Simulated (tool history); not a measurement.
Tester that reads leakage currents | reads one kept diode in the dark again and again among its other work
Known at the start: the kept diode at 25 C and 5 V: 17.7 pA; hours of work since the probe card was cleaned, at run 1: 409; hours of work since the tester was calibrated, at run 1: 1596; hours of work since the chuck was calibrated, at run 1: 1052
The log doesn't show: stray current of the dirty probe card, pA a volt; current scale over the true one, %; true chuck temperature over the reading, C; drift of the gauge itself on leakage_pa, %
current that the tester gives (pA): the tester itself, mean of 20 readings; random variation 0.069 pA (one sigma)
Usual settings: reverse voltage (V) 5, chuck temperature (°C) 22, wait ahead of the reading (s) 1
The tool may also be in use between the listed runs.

run	day	reverse voltage (V)	chuck temperature (°C)	wait ahead of the reading (s)	hours of work since the probe card was cleaned	hours of work since the tester was calibrated	hours of work since the chuck was calibrated	current that the tester gives (pA)
1	0	5	22	1	409	1596	1052	18.1
2	1.821	5	22	1	428	1615	1071	18.2
# day 2.862: chuck's temperature calibrated
3	3.942	5	22	1	450	1636	11	16.23
4	6.088	5	22	1	472	1659	34	16.42
5	9.188	5	22	1	505	1691	66	16.43
6	11.254	5	22	1	526	1713	88	16.55
7	14.133	5	22	1	556	1743	118	16.61
8	17.188	5	43	1	588	1775	150	78.68
9	21.371	5	22	1	632	1819	194	16.75
10	25.692	5	22	1	678	1864	239	17.02
11	27.967	5	22	1	701	1888	263	17.22
12	31.892	5	22	1	742	1929	304	17.26
13	34.146	5	22	1	766	1953	328	17.11
# day 34.571: tester calibrated
14	36.246	5	22	1	787	18	349	17.27
15	39.446	3.23	22	3.78	821	51	382	13.54
16	41.55	3.23	22	3.78	843	73	404	13.49
17	43.554	3.23	22	3.78	864	94	425	13.54
18	47.546	3.44	29	0.61	906	136	467	25.96
# day 48.792: tester calibrated, once more
19	51.254	1.79	32	0.94	943	26	505	25.23
20	55.183	2	42	9.05	985	67	546	55.41
21	58.158	2	42	9.05	1016	98	577	55.44
22	61.025	1.58	41	1.08	1046	128	607	48.29
23	63.212	1.58	41	1.08	1069	151	630	48.31
24	65.642	1.58	31	5.4	1094	176	656	22.34
25	69.575	1.58	31	5.4	1135	218	697	22.25

Forecast each of these 3 alternatives for the next run:
A	74.058	1.34	28	1	1182	265	744	?
B	74.058	3.5	22	1	1182	265	744	?
C	74.058	7.12	46	1.78	1182	265	744	?

run	current that the tester gives (pA)
A	17.24
B	15.89
C	118.35
Without the tool's hidden state the same runs would have given:
run	current that the tester gives (pA)
A	15.36
B	13.44
C	107
